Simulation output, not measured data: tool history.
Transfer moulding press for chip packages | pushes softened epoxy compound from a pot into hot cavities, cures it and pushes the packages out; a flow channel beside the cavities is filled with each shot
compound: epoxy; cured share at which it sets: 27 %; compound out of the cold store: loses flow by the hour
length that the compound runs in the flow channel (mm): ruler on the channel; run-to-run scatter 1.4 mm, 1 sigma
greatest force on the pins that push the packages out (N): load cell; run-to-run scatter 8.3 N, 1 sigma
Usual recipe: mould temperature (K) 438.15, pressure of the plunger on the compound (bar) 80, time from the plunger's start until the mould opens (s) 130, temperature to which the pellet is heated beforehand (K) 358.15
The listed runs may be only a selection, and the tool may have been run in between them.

run,hour,mould temperature (K),pressure of the plunger on the compound (bar),time from the plunger's start until the mould opens (s),temperature to which the pellet is heated beforehand (K),incoming compound's hours out of the cold store,length that the compound runs in the flow channel (mm),greatest force on the pins that push the packages out (N)
1,0,438.15,80,130,358.15,28,735,370
# hour 37.5: cavities cleaned with cleaning compound and waxed
2,37.5,435.15,80,130,358.15,15.2,794,431
3,68.7,435.15,80,130,358.15,33.6,731,394
4,91.7,438.15,80,130,358.15,30.3,733,349
5,115.5,438.15,80,130,358.15,9.2,800,366
# hour 120.7: cavities cleaned with cleaning compound and waxed
6,141.4,438.15,80,130,358.15,36,713,347
7,162.3,438.15,89.9,113,358.15,21.4,802,435

For run 8, what comes out?
# hour 202.4: cavities cleaned with cleaning compound and waxed
8,202.4,438.15,83.1,130,358.15,45.8,?,?

{"run 8": {"length that the compound runs in the flow channel (mm)": 695, "greatest force on the pins that push the packages out (N)": 351}}
Minus the tool's unlogged condition, the same run would have read length that the compound runs in the flow channel (mm) 696, greatest force on the pins that push the packages out (N) 351.

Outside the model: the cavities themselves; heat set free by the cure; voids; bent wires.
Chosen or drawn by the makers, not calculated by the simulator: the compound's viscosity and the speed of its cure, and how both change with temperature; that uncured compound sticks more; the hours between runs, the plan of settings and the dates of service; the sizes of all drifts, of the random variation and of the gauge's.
